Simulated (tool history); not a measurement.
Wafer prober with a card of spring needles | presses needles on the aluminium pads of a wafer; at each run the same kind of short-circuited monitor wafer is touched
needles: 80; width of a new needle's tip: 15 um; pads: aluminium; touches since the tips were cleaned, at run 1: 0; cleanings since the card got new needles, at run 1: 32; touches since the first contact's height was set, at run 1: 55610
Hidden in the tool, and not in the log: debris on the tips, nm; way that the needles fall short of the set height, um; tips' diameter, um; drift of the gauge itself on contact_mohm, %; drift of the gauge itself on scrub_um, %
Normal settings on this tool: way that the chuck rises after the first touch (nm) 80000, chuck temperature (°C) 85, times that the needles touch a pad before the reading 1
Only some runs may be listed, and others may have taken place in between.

run   hour  way that the chuck rises after the first touch (nm)  chuck temperature (°C)  times that the needles touch a pad before the reading  touches since the tips were cleaned  cleanings since the card got new needles  touches since the first contact's height was set  resistance of one needle with its contact and lead (mohm)  way that a needle slides on the pad (nm)
  1      0                                                80000                      85                                                      1                                    0                                        32                                             55610                                                        191                                     11286
  2   20.5                                                80000                      85                                                      1                                 4166                                        32                                             59776                                                        188                                     11282
      31.2  -- tips cleaned on abrasive film
  3   58.5                                                80000                      85                                                      1                                 5553                                        33                                             67476                                                        190                                     11263
      63.2  -- tips cleaned on abrasive film
  4   75.5                                                80000                      85                                                      1                                 2506                                        34                                             70903                                                        191                                     11276
  5   92.1                                                80000                      85                                                      1                                 5885                                        34                                             74282                                                        189                                     11238
      95.4  -- tips cleaned on abrasive film
  6  108.8                                                80000                      85                                                      1                                 2731                                        35                                             77654                                                        191                                     11257
     127.8  -- tips cleaned on abrasive film
  7  144.4                                                80000                      85                                                      1                                 3386                                        36                                             84861                                                        189                                     11257
     158.5  -- tips cleaned on abrasive film
  8  173.7                                                68000                      85                                                      1                                 3091                                        37                                             90781                                                        195                                      9552
     191.8  -- tips cleaned on abrasive film
  9  207.9                                                68000                      85                                                      1                                 3260                                        38                                             97707                                                        192                                      9548
     223.3  -- tips cleaned on abrasive film
 10  235.7                                                68000                      85                                                      1                                 2506                                        39                                            103326                                                        191                                      9541
     256.1  -- tips cleaned on abrasive film
 11  256.8                                                68000                      85                                                      1                                  129                                        40                                            107590                                                        192                                      9527
 12  281.3                                                80000                      85                                                      1                                 5121                                        40                                            112582                                                        189                                     11212
     289.5  -- tips cleaned on abrasive film
 13    316                                                80000                      85                                                      2                                 5376                                        41                                            119593                                                        192                                     11205
     321.1  -- tips cleaned on abrasive film
 14  339.9                                                93000                      85                                                      2                                 3820                                        42                                            124430                                                        186                                     13029
     353.3  -- tips cleaned on abrasive film
 15  358.6                                                75000                      85                                                      1                                 1077                                        43                                            128213                                                        190                                     10492
     384.3  -- tips cleaned on abrasive film
 16  385.4                                                80000                      85                                                      1                                  221                                        44                                            133628                                                        187                                     11199
 17  411.6                                                99000                      41                                                      2                                 5552                                        44                                            138959                                                        176                                     13833
     416.3  -- tips cleaned on abrasive film
 18    440                                                70000                      91                                                      2                                 4814                                        45                                            144696                                                        192                                      9778
     448.7  -- tips cleaned on abrasive film
 19  464.3                                                70000                      91                                                      2                                 3178                                        46                                            149614                                                        196                                      9762
     481.9  -- tips cleaned on abrasive film
 20  491.3                                                64000                      42                                                      3                                 1911                                        47                                            155071                                                        181                                      8933
     514.4  -- tips cleaned on abrasive film
 21  528.4                                                64000                      42                                                      3                                 2850                                        48                                            162594                                                        182                                      8928
     545.7  -- tips cleaned on abrasive film
 22  563.9                                                91000                      41                                                      2                                 3704                                        49                                            169780                                                        177                                     12669
       577  -- tips cleaned on abrasive film
 23  593.9                                                66000                      70                                                      1                                 3446                                        50                                            175856                                                        191                                      9188
     608.8  -- tips cleaned on abrasive film
 24    620                                                86000                     112                                                      1                                 2279                                        51                                            181136                                                        194                                     11943
     640.8  -- tips cleaned on abrasive film
     648.7  -- height of the first contact set anew
 25  654.3                                                80000                     110                                                      3                                 2672                                        52                                              1132                                                        195                                     11119
     674.8  -- tips cleaned on abrasive film
 26  684.4                                                80000                     121                                                      3                                 1966                                        53                                              7236                                                        193                                     11117

Expected results for the next run?
     705.8  -- tips cleaned on abrasive film
 27  705.8                                                63000                     121                                                      3                                    0                                        54                                             11554                                                          ?                                         ?

resistance of one needle with its contact and lead (mohm): 202
way that a needle slides on the pad (nm): 8751
If the tool had no hidden condition, the same run with the same run-to-run variation would have returned resistance of one needle with its contact and lead (mohm) 201, way that a needle slides on the pad (nm) 8889.

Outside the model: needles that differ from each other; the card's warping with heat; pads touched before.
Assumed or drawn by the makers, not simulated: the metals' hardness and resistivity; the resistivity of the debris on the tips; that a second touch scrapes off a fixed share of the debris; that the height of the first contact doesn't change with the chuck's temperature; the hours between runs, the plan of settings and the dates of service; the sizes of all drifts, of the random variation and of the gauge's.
